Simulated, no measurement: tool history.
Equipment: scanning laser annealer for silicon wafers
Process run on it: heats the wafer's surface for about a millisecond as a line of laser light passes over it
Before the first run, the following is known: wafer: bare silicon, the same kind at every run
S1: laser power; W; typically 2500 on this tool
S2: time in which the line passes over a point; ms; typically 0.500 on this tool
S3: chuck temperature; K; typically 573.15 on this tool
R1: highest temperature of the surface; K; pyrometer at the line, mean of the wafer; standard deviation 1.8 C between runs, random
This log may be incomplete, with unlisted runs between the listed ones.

run,hour,S1,S2,S3,R1
1,0.0,2500,0.500,573.15,1332.15
2,25.3,2500,0.500,573.15,1330.15
3,59.1,2500,0.500,573.15,1328.15
4,96.5,2500,0.500,573.15,1327.15
5,111.9,2500,0.500,573.15,1332.15
6,148.6,2295,0.500,573.15,1251.15
7,183.7,2310,0.500,556.15,1241.15
8,203.6,2310,0.500,602.15,1288.15
9,224.8,2500,0.470,554.15,1288.15
10,254.0,2500,0.413,554.15,1247.15
11,287.3,2209,0.433,560.15,1166.15
12,320.0,2409,0.525,545.15,1284.15

Alternative continuations, all from the tool just after run 12; predict every row:
A,346.3,2267,0.457,545.15,?
B,346.3,2500,0.500,556.15,?
C,346.3,2409,0.525,578.15,?

run,R1
A,1183.15
B,1316.15
C,1315.15
Without the tool's hidden state the same runs would have given:
run,R1
A,1184.15
B,1317.15
C,1316.15

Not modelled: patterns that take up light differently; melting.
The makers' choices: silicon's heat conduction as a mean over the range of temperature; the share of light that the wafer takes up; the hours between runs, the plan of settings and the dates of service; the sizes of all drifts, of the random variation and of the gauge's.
